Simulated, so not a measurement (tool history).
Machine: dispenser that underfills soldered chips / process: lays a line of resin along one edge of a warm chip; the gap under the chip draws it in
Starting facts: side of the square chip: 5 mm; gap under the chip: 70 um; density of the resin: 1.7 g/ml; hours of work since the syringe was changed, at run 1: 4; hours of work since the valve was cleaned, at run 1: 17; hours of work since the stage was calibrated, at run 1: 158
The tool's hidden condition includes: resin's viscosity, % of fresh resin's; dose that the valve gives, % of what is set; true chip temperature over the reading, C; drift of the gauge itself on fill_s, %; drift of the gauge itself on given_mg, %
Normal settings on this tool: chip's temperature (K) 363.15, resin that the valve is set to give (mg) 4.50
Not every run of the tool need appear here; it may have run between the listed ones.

| run | hour | chip's temperature (K) | resin that the valve is set to give (mg) | hours of work since the syringe was changed | hours of work since the valve was cleaned | hours of work since the stage was calibrated | time until the resin shows at the far edge (s) | resin that the valve gave (mg) |
|---|---|---|---|---|---|---|---|---|
| 1 | 0.0 | 363.15 | 4.50 | 4 | 17 | 158 | 25.2 | 4.458 |
|  | 4.4 | new syringe of resin |
| 2 | 4.4 | 363.15 | 4.50 | 0 | 21 | 162 | 20.3 | 4.449 |
| 3 | 10.9 | 363.15 | 5.70 | 5 | 25 | 167 | 25.7 | 5.638 |
|  | 14.2 | new syringe of resin |
| 4 | 16.9 | 352.15 | 5.70 | 2 | 30 | 171 | 34.6 | 5.632 |
|  | 23.6 | new syringe of resin |
| 5 | 23.6 | 352.15 | 5.70 | 0 | 35 | 176 | 32.0 | 5.623 |
| 6 | 32.0 | 352.15 | 5.70 | 6 | 41 | 182 | 42.8 | 5.589 |
|  | 32.9 | new syringe of resin |
| 7 | 37.2 | 352.15 | 5.70 | 3 | 45 | 186 | 36.3 | 5.601 |
| 8 | 41.2 | 374.15 | 4.50 | 6 | 48 | 189 | 17.1 | 4.415 |
|  | 42.2 | new syringe of resin |
| 9 | 45.3 | 363.15 | 4.50 | 2 | 51 | 192 | 22.8 | 4.401 |
| 10 | 50.9 | 352.15 | 4.50 | 7 | 55 | 196 | 44.9 | 4.397 |
|  | 51.9 | new syringe of resin |
| 11 | 55.8 | 363.15 | 4.50 | 3 | 58 | 199 | 23.7 | 4.400 |
|  | 61.4 | new syringe of resin |
| 12 | 61.7 | 363.15 | 4.50 | 0 | 63 | 204 | 20.3 | 4.391 |
| 13 | 70.2 | 370.15 | 4.18 | 7 | 69 | 210 | 20.9 | 4.068 |
|  | 71.0 | new syringe of resin |
| 14 | 75.5 | 361.15 | 5.83 | 3 | 73 | 214 | 24.8 | 5.672 |
|  | 80.4 | new syringe of resin |
| 15 | 83.4 | 374.15 | 5.65 | 2 | 79 | 220 | 14.7 | 5.468 |
| 16 | 87.6 | 374.15 | 5.65 | 5 | 82 | 223 | 16.9 | 5.463 |
|  | 89.8 | new syringe of resin |
|  | 94.8 | dispensing valve cleaned and set on the balance |
| 17 | 97.0 | 374.15 | 5.68 | 5 | 2 | 229 | 15.9 | 5.670 |
|  | 100.3 | new syringe of resin |
| 18 | 101.7 | 367.15 | 4.85 | 1 | 5 | 232 | 18.7 | 4.835 |
| 19 | 109.0 | 363.15 | 4.88 | 7 | 10 | 238 | 27.2 | 4.863 |
|  | 109.7 | new syringe of resin |
| 20 | 115.5 | 363.15 | 4.88 | 4 | 15 | 242 | 25.5 | 4.852 |
|  | 119.2 | new syringe of resin |
| 21 | 121.5 | 377.15 | 5.23 | 2 | 20 | 247 | 12.4 | 5.183 |
| 22 | 125.8 | 351.15 | 4.64 | 5 | 23 | 250 | 44.2 | 4.600 |

For each run, the measured value with the value that run would have given without the tool's hidden condition subtracted. The run-to-run variation is shared by both, the gauge scatter possibly not:
| run | time until the resin shows at the far edge (s) | resin that the valve gave (mg) |
|---|---|---|
| 1 | +4.3 | -0.041 |
| 2 | +0.5 | -0.045 |
| 3 | +5.3 | -0.068 |
| 4 | +3.2 | -0.077 |
| 5 | +0.9 | -0.088 |
| 6 | +11.3 | -0.101 |
| 7 | +5.5 | -0.109 |
| 8 | +4.3 | -0.092 |
| 9 | +2.9 | -0.096 |
| 10 | +12.6 | -0.103 |
| 11 | +3.6 | -0.110 |
| 12 | +0.6 | -0.116 |
| 13 | +5.6 | -0.117 |
| 14 | +4.0 | -0.172 |
| 15 | +1.7 | -0.179 |
| 16 | +3.8 | -0.187 |
| 17 | +3.4 | -0.007 |
| 18 | +1.7 | -0.011 |
| 19 | +7.7 | -0.021 |
| 20 | +4.9 | -0.030 |
| 21 | +1.4 | -0.041 |
| 22 | +10.1 | -0.042 |
